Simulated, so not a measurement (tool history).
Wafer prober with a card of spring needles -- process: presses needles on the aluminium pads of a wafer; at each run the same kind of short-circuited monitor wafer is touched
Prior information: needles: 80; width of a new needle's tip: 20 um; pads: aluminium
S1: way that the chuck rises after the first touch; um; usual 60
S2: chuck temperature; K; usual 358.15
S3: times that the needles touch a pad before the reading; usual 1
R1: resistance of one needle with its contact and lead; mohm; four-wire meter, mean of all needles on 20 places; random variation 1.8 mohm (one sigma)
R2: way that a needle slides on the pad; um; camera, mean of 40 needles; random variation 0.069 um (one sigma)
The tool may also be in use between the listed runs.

{"run": 1, "hour": 0.0, "S1": 60, "S2": 358.15, "S3": 1, "R1": 299, "R2": 13.74}
{"hour": 2.7, "done": "tips cleaned on abrasive film"}
{"hour": 9.3, "done": "tips cleaned on abrasive film"}
{"hour": 16.0, "done": "tips cleaned on abrasive film"}
{"hour": 22.6, "done": "tips cleaned on abrasive film"}
{"hour": 29.2, "done": "tips cleaned on abrasive film"}
{"hour": 35.9, "done": "tips cleaned on abrasive film"}
{"hour": 42.5, "done": "tips cleaned on abrasive film"}
{"hour": 49.1, "done": "tips cleaned on abrasive film"}
{"hour": 55.7, "done": "tips cleaned on abrasive film"}
{"hour": 61.1, "done": "tips cleaned on abrasive film"}
{"run": 2, "hour": 63.0, "S1": 60, "S2": 358.15, "S3": 1, "R1": 286, "R2": 13.35}
{"hour": 67.1, "done": "tips cleaned on abrasive film"}
{"hour": 73.7, "done": "tips cleaned on abrasive film"}
{"hour": 80.3, "done": "tips cleaned on abrasive film"}
{"hour": 86.9, "done": "tips cleaned on abrasive film"}
{"hour": 93.6, "done": "tips cleaned on abrasive film"}
{"hour": 100.2, "done": "tips cleaned on abrasive film"}
{"hour": 106.8, "done": "tips cleaned on abrasive film"}
{"hour": 113.5, "done": "tips cleaned on abrasive film"}
{"hour": 113.8, "done": "height of the first contact set anew"}
{"run": 3, "hour": 117.5, "S1": 60, "S2": 358.15, "S3": 1, "R1": 345, "R2": 13.28}
{"hour": 120.2, "done": "tips cleaned on abrasive film"}
{"hour": 126.9, "done": "tips cleaned on abrasive film"}
{"hour": 132.2, "done": "tips cleaned on abrasive film"}
{"hour": 138.8, "done": "tips cleaned on abrasive film"}
{"hour": 144.1, "done": "tips cleaned on abrasive film"}
{"hour": 150.8, "done": "tips cleaned on abrasive film"}
{"hour": 156.1, "done": "tips cleaned on abrasive film"}
{"hour": 162.7, "done": "tips cleaned on abrasive film"}
{"hour": 168.0, "done": "tips cleaned on abrasive film"}
{"hour": 174.7, "done": "tips cleaned on abrasive film"}
{"hour": 181.3, "done": "tips cleaned on abrasive film"}
{"hour": 187.9, "done": "tips cleaned on abrasive film"}
{"hour": 194.5, "done": "tips cleaned on abrasive film"}
{"run": 4, "hour": 195.4, "S1": 60, "S2": 358.15, "S3": 1, "R1": 245, "R2": 12.78}
{"hour": 200.8, "done": "tips cleaned on abrasive film"}
{"hour": 207.4, "done": "tips cleaned on abrasive film"}
{"hour": 214.0, "done": "tips cleaned on abrasive film"}
{"hour": 219.3, "done": "tips cleaned on abrasive film"}
{"hour": 226.0, "done": "tips cleaned on abrasive film"}
{"hour": 232.6, "done": "tips cleaned on abrasive film"}
{"hour": 239.2, "done": "tips cleaned on abrasive film"}
{"hour": 245.9, "done": "tips cleaned on abrasive film"}
{"hour": 252.5, "done": "tips cleaned on abrasive film"}
{"hour": 259.1, "done": "tips cleaned on abrasive film"}
{"hour": 265.7, "done": "tips cleaned on abrasive film"}
{"hour": 272.4, "done": "tips cleaned on abrasive film"}
{"hour": 279.0, "done": "tips cleaned on abrasive film"}
{"run": 5, "hour": 281.3, "S1": 60, "S2": 358.15, "S3": 1, "R1": 329, "R2": 12.44}
{"hour": 285.3, "done": "tips cleaned on abrasive film"}
{"hour": 290.7, "done": "tips cleaned on abrasive film"}
{"hour": 297.3, "done": "tips cleaned on abrasive film"}
{"hour": 302.6, "done": "tips cleaned on abrasive film"}
{"hour": 309.2, "done": "tips cleaned on abrasive film"}
{"hour": 315.9, "done": "tips cleaned on abrasive film"}
{"hour": 321.2, "done": "tips cleaned on abrasive film"}
{"hour": 327.8, "done": "tips cleaned on abrasive film"}
{"hour": 334.4, "done": "tips cleaned on abrasive film"}
{"run": 6, "hour": 337.9, "S1": 60, "S2": 300.15, "S3": 1, "R1": 383, "R2": 12.24}
{"hour": 340.6, "done": "tips cleaned on abrasive film"}
{"hour": 347.2, "done": "tips cleaned on abrasive film"}
{"hour": 353.9, "done": "tips cleaned on abrasive film"}
{"hour": 360.5, "done": "tips cleaned on abrasive film"}
{"hour": 367.1, "done": "tips cleaned on abrasive film"}
{"hour": 373.7, "done": "tips cleaned on abrasive film"}
{"hour": 379.3, "done": "height of the first contact set anew"}
{"hour": 380.7, "done": "tips cleaned on abrasive film"}
{"hour": 387.3, "done": "tips cleaned on abrasive film"}
{"hour": 393.9, "done": "tips cleaned on abrasive film"}
{"hour": 400.6, "done": "tips cleaned on abrasive film"}
{"run": 7, "hour": 405.2, "S1": 60, "S2": 300.15, "S3": 1, "R1": 377, "R2": 14.15}
{"hour": 406.6, "done": "tips cleaned on abrasive film"}
{"hour": 413.3, "done": "tips cleaned on abrasive film"}
{"hour": 419.9, "done": "tips cleaned on abrasive film"}
{"hour": 426.5, "done": "tips cleaned on abrasive film"}
{"hour": 433.1, "done": "tips cleaned on abrasive film"}
{"hour": 439.8, "done": "tips cleaned on abrasive film"}
{"hour": 446.4, "done": "tips cleaned on abrasive film"}
{"hour": 453.0, "done": "tips cleaned on abrasive film"}
{"hour": 459.7, "done": "tips cleaned on abrasive film"}
{"hour": 466.3, "done": "tips cleaned on abrasive film"}
{"hour": 472.9, "done": "tips cleaned on abrasive film"}
{"hour": 479.5, "done": "tips cleaned on abrasive film"}
{"hour": 484.9, "done": "tips cleaned on abrasive film"}
{"hour": 490.6, "done": "tips cleaned on abrasive film"}
{"run": 8, "hour": 490.6, "S1": 60, "S2": 300.15, "S3": 1, "R1": 200, "R2": 13.85}
{"hour": 497.3, "done": "tips cleaned on abrasive film"}
{"hour": 503.9, "done": "tips cleaned on abrasive film"}
{"hour": 510.5, "done": "tips cleaned on abrasive film"}
{"hour": 517.1, "done": "tips cleaned on abrasive film"}
{"hour": 522.5, "done": "tips cleaned on abrasive film"}
{"hour": 529.1, "done": "tips cleaned on abrasive film"}
{"hour": 535.7, "done": "tips cleaned on abrasive film"}
{"hour": 542.4, "done": "tips cleaned on abrasive film"}
{"hour": 549.0, "done": "tips cleaned on abrasive film"}
{"hour": 555.6, "done": "tips cleaned on abrasive film"}
{"hour": 562.2, "done": "tips cleaned on abrasive film"}
{"hour": 568.9, "done": "tips cleaned on abrasive film"}
{"hour": 575.5, "done": "tips cleaned on abrasive film"}
{"run": 9, "hour": 580.2, "S1": 60, "S2": 358.15, "S3": 1, "R1": 392, "R2": 13.56}
{"hour": 581.6, "done": "tips cleaned on abrasive film"}
{"hour": 588.2, "done": "tips cleaned on abrasive film"}
{"hour": 594.8, "done": "tips cleaned on abrasive film"}
{"hour": 601.5, "done": "tips cleaned on abrasive film"}
{"hour": 608.1, "done": "tips cleaned on abrasive film"}
{"hour": 614.7, "done": "tips cleaned on abrasive film"}
{"hour": 621.4, "done": "tips cleaned on abrasive film"}
{"hour": 628.0, "done": "tips cleaned on abrasive film"}
{"hour": 633.5, "done": "height of the first contact set anew, once more"}
{"hour": 634.9, "done": "tips cleaned on abrasive film"}
{"hour": 641.5, "done": "tips cleaned on abrasive film"}
{"hour": 646.9, "done": "tips cleaned on abrasive film"}
{"hour": 653.5, "done": "tips cleaned on abrasive film"}
{"hour": 660.1, "done": "tips cleaned on abrasive film"}
{"hour": 666.7, "done": "tips cleaned on abrasive film"}
{"hour": 673.4, "done": "tips cleaned on abrasive film"}
{"run": 10, "hour": 674.8, "S1": 60, "S2": 358.15, "S3": 1, "R1": 264, "R2": 14.26}
{"hour": 678.8, "done": "tips cleaned on abrasive film"}
{"hour": 685.5, "done": "tips cleaned on abrasive film"}
{"hour": 692.1, "done": "tips cleaned on abrasive film"}
{"hour": 698.7, "done": "tips cleaned on abrasive film"}
{"hour": 705.3, "done": "tips cleaned on abrasive film"}
{"hour": 712.0, "done": "tips cleaned on abrasive film"}
{"hour": 717.3, "done": "tips cleaned on abrasive film"}
{"hour": 723.9, "done": "tips cleaned on abrasive film"}
{"hour": 730.6, "done": "tips cleaned on abrasive film"}
{"hour": 737.2, "done": "tips cleaned on abrasive film"}
{"hour": 743.8, "done": "tips cleaned on abrasive film"}
{"hour": 750.4, "done": "tips cleaned on abrasive film"}
{"hour": 755.8, "done": "tips cleaned on abrasive film"}
{"hour": 762.4, "done": "tips cleaned on abrasive film"}
{"run": 11, "hour": 767.0, "S1": 60, "S2": 373.15, "S3": 1, "R1": 396, "R2": 13.67}
{"hour": 768.4, "done": "tips cleaned on abrasive film"}
{"hour": 775.0, "done": "tips cleaned on abrasive film"}
{"hour": 781.6, "done": "tips cleaned on abrasive film"}
{"hour": 787.0, "done": "tips cleaned on abrasive film"}
{"hour": 793.6, "done": "tips cleaned on abrasive film"}
{"hour": 800.2, "done": "tips cleaned on abrasive film"}
{"hour": 806.8, "done": "tips cleaned on abrasive film"}
{"run": 12, "hour": 811.8, "S1": 68, "S2": 373.15, "S3": 2, "R1": 303, "R2": 15.51}
{"hour": 813.2, "done": "tips cleaned on abrasive film"}
{"hour": 818.5, "done": "tips cleaned on abrasive film"}
{"hour": 825.1, "done": "tips cleaned on abrasive film"}
{"hour": 831.8, "done": "tips cleaned on abrasive film"}
{"hour": 838.4, "done": "tips cleaned on abrasive film"}
{"hour": 843.7, "done": "tips cleaned on abrasive film"}
{"hour": 850.3, "done": "tips cleaned on abrasive film"}
{"run": 13, "hour": 854.9, "S1": 60, "S2": 372.15, "S3": 2, "R1": 331, "R2": 13.43}
{"hour": 856.3, "done": "tips cleaned on abrasive film"}
{"hour": 862.9, "done": "tips cleaned on abrasive film"}
{"hour": 869.6, "done": "tips cleaned on abrasive film"}
{"hour": 876.2, "done": "tips cleaned on abrasive film"}
{"hour": 882.8, "done": "tips cleaned on abrasive film"}
{"hour": 889.5, "done": "tips cleaned on abrasive film"}
{"hour": 896.1, "done": "tips cleaned on abrasive film"}
{"hour": 899.0, "done": "height of the first contact set anew"}
{"hour": 903.0, "done": "tips cleaned on abrasive film"}
{"run": 14, "hour": 907.9, "S1": 60, "S2": 372.15, "S3": 2, "R1": 319, "R2": 14.29}
{"hour": 909.3, "done": "tips cleaned on abrasive film"}
{"hour": 915.9, "done": "tips cleaned on abrasive film"}
{"hour": 922.6, "done": "tips cleaned on abrasive film"}
{"hour": 929.2, "done": "tips cleaned on abrasive film"}
{"hour": 935.8, "done": "tips cleaned on abrasive film"}
{"hour": 942.4, "done": "tips cleaned on abrasive film"}
{"hour": 949.1, "done": "tips cleaned on abrasive film"}
{"hour": 955.6, "done": "tips cleaned on abrasive film"}
{"run": 15, "hour": 955.6, "S1": 43, "S2": 390.15, "S3": 1, "R1": 259, "R2": 10.03}
{"hour": 962.2, "done": "tips cleaned on abrasive film"}
{"hour": 967.5, "done": "tips cleaned on abrasive film"}
{"hour": 974.2, "done": "tips cleaned on abrasive film"}
{"hour": 980.8, "done": "tips cleaned on abrasive film"}
{"hour": 987.4, "done": "tips cleaned on abrasive film"}
{"hour": 994.1, "done": "tips cleaned on abrasive film"}
{"hour": 1000.7, "done": "tips cleaned on abrasive film"}
{"hour": 1007.3, "done": "tips cleaned on abrasive film"}
{"run": 16, "hour": 1010.1, "S1": 79, "S2": 319.15, "S3": 2, "R1": 235, "R2": 18.44}
{"hour": 1012.8, "done": "tips cleaned on abrasive film"}
{"hour": 1019.4, "done": "tips cleaned on abrasive film"}
{"hour": 1024.8, "done": "tips cleaned on abrasive film"}
{"hour": 1031.4, "done": "tips cleaned on abrasive film"}
{"hour": 1038.0, "done": "tips cleaned on abrasive film"}
{"hour": 1044.7, "done": "tips cleaned on abrasive film"}
{"hour": 1050.0, "done": "tips cleaned on abrasive film"}
{"hour": 1056.6, "done": "tips cleaned on abrasive film"}
{"hour": 1063.2, "done": "tips cleaned on abrasive film"}
{"hour": 1068.6, "done": "tips cleaned on abrasive film"}
{"hour": 1075.2, "done": "tips cleaned on abrasive film"}
{"run": 17, "hour": 1076.8, "S1": 79, "S2": 319.15, "S3": 1, "R1": 249, "R2": 18.18}

Some steps in R1, run to run, broken into two amounts with sign: the step expected even without the hidden condition (settings, incoming material, random variation), and the rest, left for the hidden condition together with whatever gauge scatter is not in both the measured and the hidden-condition-free result:
The tool's hidden condition here consists of: debris on the tips, nm; way that the needles fall short of the set height, um; tips' diameter, um; drift of the gauge itself on contact_mohm, %; drift of the gauge itself on scrub_um, %.
Run 8 -> 9: S2 300.15 -> 358.15, tips cleaned on abrasive film, tips cleaned on abrasive film, tips cleaned on abrasive film, tips cleaned on abrasive film, tips cleaned on abrasive film, tips cleaned on abrasive film, tips cleaned on abrasive film, tips cleaned on abrasive film, tips cleaned on abrasive film, tips cleaned on abrasive film, tips cleaned on abrasive film, tips cleaned on abrasive film, tips cleaned on abrasive film. R1 +192 mohm: hidden state +187, all else +5.

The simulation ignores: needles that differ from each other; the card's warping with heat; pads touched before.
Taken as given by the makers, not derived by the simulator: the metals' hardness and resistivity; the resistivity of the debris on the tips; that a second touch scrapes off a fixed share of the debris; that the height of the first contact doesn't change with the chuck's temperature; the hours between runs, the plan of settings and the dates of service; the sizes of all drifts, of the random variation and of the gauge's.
